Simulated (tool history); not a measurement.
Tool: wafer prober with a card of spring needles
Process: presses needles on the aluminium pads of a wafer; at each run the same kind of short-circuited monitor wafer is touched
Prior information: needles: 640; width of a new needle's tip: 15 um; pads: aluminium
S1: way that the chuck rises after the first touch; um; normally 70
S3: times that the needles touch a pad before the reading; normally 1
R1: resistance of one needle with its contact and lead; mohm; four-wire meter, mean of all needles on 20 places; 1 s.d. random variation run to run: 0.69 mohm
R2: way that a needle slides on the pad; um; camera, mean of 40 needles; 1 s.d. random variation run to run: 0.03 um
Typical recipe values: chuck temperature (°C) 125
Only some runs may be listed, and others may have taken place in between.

run 1 hour=0 | S1=70 chuck_temperature_(°C)=125 S3=1 | R1=281.8 R2=15.1
-- hour=4.1 tips cleaned on abrasive film
-- hour=9.6 tips cleaned on abrasive film
-- hour=15.1 tips cleaned on abrasive film
-- hour=19.5 height of the first contact set anew
-- hour=22.3 tips cleaned on abrasive film
run 2 hour=26.5 | S1=70 chuck_temperature_(°C)=125 S3=1 | R1=283.7 R2=15.46
-- hour=28 tips cleaned on abrasive film
-- hour=34.8 tips cleaned on abrasive film
-- hour=41.7 tips cleaned on abrasive film
run 3 hour=44.7 | S1=70 chuck_temperature_(°C)=125 S3=1 | R1=283.4 R2=15.48
-- hour=47.5 tips cleaned on abrasive film
-- hour=53 tips cleaned on abrasive film
-- hour=59.9 tips cleaned on abrasive film
-- hour=66.7 tips cleaned on abrasive film
run 4 hour=69.9 | S1=70 chuck_temperature_(°C)=125 S3=1 | R1=285.2 R2=15.42
-- hour=72.7 tips cleaned on abrasive film
-- hour=78.2 tips cleaned on abrasive film
-- hour=83.7 tips cleaned on abrasive film
-- hour=90.4 tips cleaned on abrasive film
run 5 hour=94.1 | S1=70 chuck_temperature_(°C)=125 S3=1 | R1=285.6 R2=15.3
-- hour=96.9 tips cleaned on abrasive film
-- hour=103.6 tips cleaned on abrasive film
run 6 hour=107.4 | S1=70 chuck_temperature_(°C)=125 S3=1 | R1=283.8 R2=15.34
-- hour=110.2 tips cleaned on abrasive film
-- hour=115.7 tips cleaned on abrasive film
-- hour=122.5 tips cleaned on abrasive film
-- hour=129.3 tips cleaned on abrasive film
-- hour=134.8 tips cleaned on abrasive film
run 7 hour=138 | S1=70 chuck_temperature_(°C)=125 S3=1 | R1=282.5 R2=15.17
-- hour=140.8 tips cleaned on abrasive film
-- hour=147.5 tips cleaned on abrasive film
-- hour=154.2 tips cleaned on abrasive film
-- hour=155.7 tips cleaned on abrasive film, once more
run 8 hour=157.4 | S1=70 chuck_temperature_(°C)=125 S3=1 | R1=282.6 R2=15.21
-- hour=161.6 tips cleaned on abrasive film
-- hour=168.4 tips cleaned on abrasive film
-- hour=173.9 tips cleaned on abrasive film
-- hour=180.7 tips cleaned on abrasive film
-- hour=187.4 tips cleaned on abrasive film
run 9 hour=187.9 | S1=70 chuck_temperature_(°C)=38 S3=1 | R1=256.6 R2=15.17
-- hour=193.3 tips cleaned on abrasive film
-- hour=200.1 tips cleaned on abrasive film
-- hour=205.6 tips cleaned on abrasive film
run 10 hour=209.7 | S1=90 chuck_temperature_(°C)=125 S3=1 | R1=281.1 R2=19.56
-- hour=211.1 tips cleaned on abrasive film
-- hour=217.9 tips cleaned on abrasive film
-- hour=223.4 tips cleaned on abrasive film
-- hour=228.9 tips cleaned on abrasive film
-- hour=229.2 height of the first contact set anew
-- hour=236 tips cleaned on abrasive film
run 11 hour=240 | S1=57 chuck_temperature_(°C)=125 S3=1 | R1=291.2 R2=12.66
-- hour=242.8 tips cleaned on abrasive film
-- hour=248.3 tips cleaned on abrasive film
-- hour=253.8 tips cleaned on abrasive film
run 12 hour=257.4 | S1=57 chuck_temperature_(°C)=125 S3=1 | R1=287.8 R2=12.59
-- hour=260.2 tips cleaned on abrasive film
-- hour=265.7 tips cleaned on abrasive film
-- hour=271.2 tips cleaned on abrasive film
-- hour=276.7 tips cleaned on abrasive film
-- hour=282.2 tips cleaned on abrasive film
run 13 hour=284 | S1=57 chuck_temperature_(°C)=125 S3=1 | R1=286.6 R2=12.47
-- hour=288.2 tips cleaned on abrasive film
-- hour=294.9 tips cleaned on abrasive film
run 14 hour=300.2 | S1=60 chuck_temperature_(°C)=125 S3=2 | R1=286.4 R2=13.09
-- hour=301.5 tips cleaned on abrasive film
-- hour=307 tips cleaned on abrasive film
-- hour=313.8 tips cleaned on abrasive film
-- hour=320.6 tips cleaned on abrasive film
-- hour=326.1 tips cleaned on abrasive film
run 15 hour=329.8 | S1=88 chuck_temperature_(°C)=25 S3=2 | R1=253.3 R2=19.27
-- hour=332.6 tips cleaned on abrasive film
-- hour=339.4 tips cleaned on abrasive film
-- hour=344.9 tips cleaned on abrasive film
-- hour=351.4 tips cleaned on abrasive film
run 16 hour=351.4 | S1=88 chuck_temperature_(°C)=25 S3=2 | R1=251 R2=19.31
-- hour=356.9 tips cleaned on abrasive film
-- hour=363.8 tips cleaned on abrasive film
-- hour=370.6 tips cleaned on abrasive film
-- hour=376.1 tips cleaned on abrasive film
run 17 hour=379 | S1=54 chuck_temperature_(°C)=125 S3=3 | R1=285.7 R2=11.61
-- hour=381.8 tips cleaned on abrasive film
-- hour=388.7 tips cleaned on abrasive film
-- hour=394.4 tips cleaned on abrasive film
run 18 hour=394.4 | S1=54 chuck_temperature_(°C)=125 S3=3 | R1=284.2 R2=11.59
-- hour=401.3 tips cleaned on abrasive film
-- hour=407.2 tips cleaned on abrasive film
run 19 hour=407.2 | S1=54 chuck_temperature_(°C)=125 S3=3 | R1=284 R2=11.52
-- hour=414 tips cleaned on abrasive film
-- hour=419.5 tips cleaned on abrasive film
run 20 hour=422.4 | S1=67 chuck_temperature_(°C)=124 S3=1 | R1=284.7 R2=14.45
-- hour=425.2 tips cleaned on abrasive film
-- hour=432 tips cleaned on abrasive film
-- hour=437.5 tips cleaned on abrasive film
-- hour=439.1 height of the first contact set anew
-- hour=444.6 tips cleaned on abrasive film
-- hour=451.4 tips cleaned on abrasive film
run 21 hour=451.6 | S1=70 chuck_temperature_(°C)=108 S3=1 | R1=276.7 R2=15.46
-- hour=457.1 tips cleaned on abrasive film
-- hour=463.9 tips cleaned on abrasive film
run 22 hour=468.2 | S1=70 chuck_temperature_(°C)=108 S3=1 | R1=281.9 R2=15.46
-- hour=469.6 tips cleaned on abrasive film
-- hour=475.1 tips cleaned on abrasive film
-- hour=480.6 tips cleaned on abrasive film
run 23 hour=485.5 | S1=60 chuck_temperature_(°C)=61 S3=3 | R1=266.6 R2=13.17
-- hour=486.9 tips cleaned on abrasive film
-- hour=493.7 tips cleaned on abrasive film
-- hour=500.4 tips cleaned on abrasive film
run 24 hour=501.6 | S1=60 chuck_temperature_(°C)=61 S3=3 | R1=264.4 R2=13.15
-- hour=507.1 tips cleaned on abrasive film
-- hour=512.6 tips cleaned on abrasive film
-- hour=519.4 tips cleaned on abrasive film
-- hour=524.9 tips cleaned on abrasive film
run 25 hour=525.9 | S1=52 chuck_temperature_(°C)=75 S3=1 | R1=274.5 R2=11.31

Subtracting, for every run, the result it would have given without the tool's unlogged condition from the measured result gives the following. The same run-to-run variation enters both numbers; the gauge's scatter may not:
Hidden state at play: debris on the tips, nm; way that the needles fall short of the set height, um; tips' diameter, um; drift of the gauge itself on contact_mohm, %; drift of the gauge itself on scrub_um, %.
run=1 R1=+2.3 R2=-0.43
run=2 R1=+4.7 R2=-0.02
run=3 R1=+4.2 R2=-0.06
run=4 R1=+4.5 R2=-0.11
run=5 R1=+4.9 R2=-0.18
run=6 R1=+5 R2=-0.19
run=7 R1=+4.1 R2=-0.26
run=8 R1=+2.7 R2=-0.31
run=9 R1=+1.7 R2=-0.36
run=10 R1=+2.5 R2=-0.4
run=11 R1=+8.4 R2=-0.01
run=12 R1=+7.1 R2=-0.06
run=13 R1=+5.7 R2=-0.12
run=14 R1=+5.5 R2=-0.15
run=15 R1=+2.3 R2=-0.21
run=16 R1=+0.3 R2=-0.25
run=17 R1=+4 R2=-0.32
run=18 R1=+2.3 R2=-0.36
run=19 R1=+2.1 R2=-0.39
run=20 R1=+5.6 R2=-0.42
run=21 R1=+1.8 R2=-0.02
run=22 R1=+5.8 R2=-0.06
run=23 R1=+4.2 R2=-0.1
run=24 R1=+2.3 R2=-0.13
run=25 R1=+5.8 R2=-0.18
